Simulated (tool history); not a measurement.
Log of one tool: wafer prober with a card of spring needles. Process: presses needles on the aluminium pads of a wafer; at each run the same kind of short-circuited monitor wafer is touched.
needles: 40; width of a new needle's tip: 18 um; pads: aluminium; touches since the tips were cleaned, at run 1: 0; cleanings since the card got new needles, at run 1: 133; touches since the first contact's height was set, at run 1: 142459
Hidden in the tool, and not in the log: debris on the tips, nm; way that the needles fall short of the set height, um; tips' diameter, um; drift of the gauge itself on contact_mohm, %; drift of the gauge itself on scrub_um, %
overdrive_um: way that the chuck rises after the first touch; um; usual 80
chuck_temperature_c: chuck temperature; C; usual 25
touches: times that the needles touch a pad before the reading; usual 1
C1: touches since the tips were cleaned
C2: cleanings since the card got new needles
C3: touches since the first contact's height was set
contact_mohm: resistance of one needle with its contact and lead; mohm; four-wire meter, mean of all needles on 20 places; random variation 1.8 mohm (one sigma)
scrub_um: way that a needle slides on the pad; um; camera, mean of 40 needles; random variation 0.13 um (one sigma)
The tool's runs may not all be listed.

Run 1, hour 0.0: usual settings; C1 0; C2 133; C3 142459. Result: contact_mohm 181 mohm, scrub_um 21.83 um.
At hour 6.4: tips cleaned on abrasive film.
At hour 13.4: tips cleaned on abrasive film.
At hour 19.8: tips cleaned on abrasive film.
Run 2, hour 22.5: usual settings but overdrive_um 81 um; C1 1516; C2 136; C3 154629. Result: contact_mohm 180 mohm, scrub_um 22.30 um.
At hour 26.8: tips cleaned on abrasive film.
At hour 33.3: tips cleaned on abrasive film.
Run 3, hour 36.5: usual settings but overdrive_um 63 um; C1 1753; C2 138; C3 162167. Result: contact_mohm 184 mohm, scrub_um 17.46 um.
At hour 39.1: tips cleaned on abrasive film.
At hour 44.8: tips cleaned on abrasive film.
Run 4, hour 49.7: usual settings but overdrive_um 81 um; C1 2663; C2 140; C3 169263. Result: contact_mohm 179 mohm, scrub_um 22.35 um.
At hour 51.0: tips cleaned on abrasive film.
At hour 57.4: tips cleaned on abrasive film.
At hour 61.6: height of the first contact set anew.
At hour 63.9: tips cleaned on abrasive film.
Run 5, hour 63.9: usual settings but overdrive_um 81 um; C1 0; C2 143; C3 1190. Result: contact_mohm 184 mohm, scrub_um 22.30 um.
At hour 70.4: tips cleaned on abrasive film.
At hour 77.0: tips cleaned on abrasive film.
At hour 83.6: tips cleaned on abrasive film.
Run 6, hour 84.7: usual settings but overdrive_um 81 um; C1 601; C2 146; C3 12422. Result: contact_mohm 182 mohm, scrub_um 22.56 um.
At hour 90.2: tips cleaned on abrasive film.
At hour 96.9: tips cleaned on abrasive film.
Run 7, hour 100.2: usual settings; C1 1806; C2 148; C3 20770. Result: contact_mohm 179 mohm, scrub_um 22.09 um.
At hour 103.1: tips cleaned on abrasive film.
At hour 110.2: tips cleaned on abrasive film.
At hour 116.9: tips cleaned on abrasive film.
Run 8, hour 117.3: usual settings; C1 239; C2 151; C3 29977. Result: contact_mohm 180 mohm, scrub_um 22.00 um.
At hour 124.0: tips cleaned on abrasive film.
At hour 130.6: tips cleaned on abrasive film.
Run 9, hour 134.0: usual settings; C1 1830; C2 153; C3 38986. Result: contact_mohm 182 mohm, scrub_um 22.03 um.
At hour 136.8: tips cleaned on abrasive film.
At hour 143.9: tips cleaned on abrasive film.
Run 10, hour 144.7: usual settings; C1 398; C2 155; C3 44726. Result: contact_mohm 180 mohm, scrub_um 21.93 um.
At hour 150.0: tips cleaned on abrasive film.
Run 11, hour 154.1: usual settings but overdrive_um 63 um; C1 2255; C2 156; C3 49846. Result: contact_mohm 181 mohm, scrub_um 17.37 um.
At hour 156.6: tips cleaned on abrasive film.
At hour 163.4: tips cleaned on abrasive film.
Run 12, hour 164.8: usual settings but overdrive_um 63 um; C1 790; C2 158; C3 55599. Result: contact_mohm 185 mohm, scrub_um 17.44 um.
At hour 170.2: tips cleaned on abrasive film.
At hour 176.9: tips cleaned on abrasive film.
At hour 183.9: tips cleaned on abrasive film.
Run 13, hour 187.8: usual settings but overdrive_um 63 um; C1 2120; C2 161; C3 67995. Result: contact_mohm 188 mohm, scrub_um 17.35 um.
At hour 190.2: tips cleaned on abrasive film.
At hour 196.8: tips cleaned on abrasive film.
At hour 203.0: tips cleaned on abrasive film.
At hour 209.9: tips cleaned on abrasive film.
Run 14, hour 210.8: usual settings but overdrive_um 63 um; C1 497; C2 165; C3 80382. Result: contact_mohm 184 mohm, scrub_um 17.42 um.
At hour 216.1: tips cleaned on abrasive film.
Run 15, hour 220.8: usual settings but overdrive_um 86 um, chuck_temperature_c 73 C, touches 2; C1 2590; C2 166; C3 85788. Result: contact_mohm 190 mohm, scrub_um 23.79 um.
At hour 222.2: tips cleaned on abrasive film.
At hour 228.6: tips cleaned on abrasive film.
At hour 235.2: tips cleaned on abrasive film.
At hour 241.3: tips cleaned on abrasive film.
Run 16, hour 242.8: usual settings but overdrive_um 60 um, chuck_temperature_c 29 C, touches 2; C1 798; C2 170; C3 97592. Result: contact_mohm 186 mohm, scrub_um 16.63 um.
At hour 248.2: tips cleaned on abrasive film.
At hour 255.2: tips cleaned on abrasive film.
Run 17, hour 255.5: usual settings but overdrive_um 60 um, chuck_temperature_c 29 C, touches 2; C1 156; C2 172; C3 104427. Result: contact_mohm 184 mohm, scrub_um 16.70 um.
At hour 261.1: tips cleaned on abrasive film.
Run 18, hour 265.7: usual settings but chuck_temperature_c 50 C; C1 2537; C2 173; C3 109969. Result: contact_mohm 184 mohm, scrub_um 21.97 um.
At hour 268.2: tips cleaned on abrasive film.
At hour 275.3: tips cleaned on abrasive film.
At hour 281.7: tips cleaned on abrasive film.
Run 19, hour 286.6: usual settings but overdrive_um 82 um, chuck_temperature_c 50 C; C1 2680; C2 176; C3 121245. Result: contact_mohm 187 mohm, scrub_um 22.65 um.
At hour 288.1: tips cleaned on abrasive film.
At hour 295.1: tips cleaned on abrasive film.
At hour 301.8: tips cleaned on abrasive film.
Run 20, hour 304.7: usual settings but overdrive_um 82 um, chuck_temperature_c 50 C; C1 1596; C2 179; C3 130994. Result: contact_mohm 185 mohm, scrub_um 22.73 um.
At hour 308.2: tips cleaned on abrasive film.
At hour 314.9: tips cleaned on abrasive film.
At hour 321.4: tips cleaned on abrasive film.
Run 21, hour 326.3: usual settings but overdrive_um 82 um, chuck_temperature_c 50 C; C1 2656; C2 182; C3 142630. Result: contact_mohm 184 mohm, scrub_um 23.01 um.
At hour 327.8: tips cleaned on abrasive film.
At hour 334.8: tips cleaned on abrasive film.
Run 22, hour 339.7: usual settings but chuck_temperature_c 105 C, touches 3; C1 2672; C2 184; C3 149851. Result: contact_mohm 198 mohm, scrub_um 22.28 um.
At hour 341.2: tips cleaned on abrasive film.
At hour 347.5: tips cleaned on abrasive film.
Run 23, hour 349.9: usual settings but overdrive_um 95 um, chuck_temperature_c 100 C, touches 2; C1 1312; C2 186; C3 155339. Result: contact_mohm 192 mohm, scrub_um 26.11 um.
At hour 354.0: tips cleaned on abrasive film.
At hour 360.4: tips cleaned on abrasive film.
At hour 367.4: tips cleaned on abrasive film.
Run 24, hour 370.6: usual settings but overdrive_um 72 um; C1 1734; C2 189; C3 166486. Result: contact_mohm 181 mohm, scrub_um 19.91 um.
At hour 374.1: tips cleaned on abrasive film.
At hour 381.2: tips cleaned on abrasive film.
Run 25, hour 383.3: usual settings but chuck_temperature_c 71 C; C1 1117; C2 191; C3 173325. Result: contact_mohm 188 mohm, scrub_um 22.22 um.
At hour 387.3: tips cleaned on abrasive film.
At hour 387.6: height of the first contact set anew.
At hour 394.4: tips cleaned on abrasive film.
At hour 400.9: tips cleaned on abrasive film.
Run 26, hour 403.4: usual settings but chuck_temperature_c 57 C, touches 2; C1 1344; C2 194; C3 8547. Result: contact_mohm 187 mohm, scrub_um 22.22 um.
At hour 407.4: tips cleaned on abrasive film.
At hour 414.0: tips cleaned on abrasive film.
At hour 420.5: tips cleaned on abrasive film.
At hour 426.5: tips cleaned on abrasive film.
Run 27, hour 426.5: usual settings but chuck_temperature_c 38 C; C1 0; C2 198; C3 20965. Result: contact_mohm 180 mohm, scrub_um 22.14 um.
At hour 433.2: tips cleaned on abrasive film.
At hour 439.2: tips cleaned on abrasive film.
At hour 446.4: tips cleaned on abrasive film.
Run 28, hour 446.8: usual settings but chuck_temperature_c 38 C; C1 259; C2 201; C3 31939. Result: contact_mohm 184 mohm, scrub_um 22.14 um.

Forecast each of these 4 alternatives for the next run:
At hour 452.4: tips cleaned on abrasive film.
At hour 459.4: tips cleaned on abrasive film.
Run A, hour 463.6: usual settings; C1 2288; C2 203; C3 40982. Result: contact_mohm ?, scrub_um ?.
At hour 452.4: tips cleaned on abrasive film.
At hour 459.4: tips cleaned on abrasive film.
Run B, hour 463.6: usual settings but overdrive_um 81 um, chuck_temperature_c 38 C, touches 2; C1 2288; C2 203; C3 40982. Result: contact_mohm ?, scrub_um ?.
At hour 452.4: tips cleaned on abrasive film.
At hour 459.4: tips cleaned on abrasive film.
Run C, hour 463.6: usual settings but overdrive_um 73 um, chuck_temperature_c 34 C, touches 2; C1 2288; C2 203; C3 40982. Result: contact_mohm ?, scrub_um ?.
At hour 452.4: tips cleaned on abrasive film.
At hour 459.4: tips cleaned on abrasive film.
Run D, hour 463.6: usual settings but overdrive_um 82 um, chuck_temperature_c 95 C, touches 2; C1 2288; C2 203; C3 40982. Result: contact_mohm ?, scrub_um ?.

run  contact_mohm  scrub_um
  A           181     22.09
  B           184     22.26
  C           182     20.00
  D           195     22.63
Without the tool's hidden state the same runs would have given:
run  contact_mohm  scrub_um
  A           181     22.09
  B           184     22.26
  C           182     20.00
  D           195     22.63
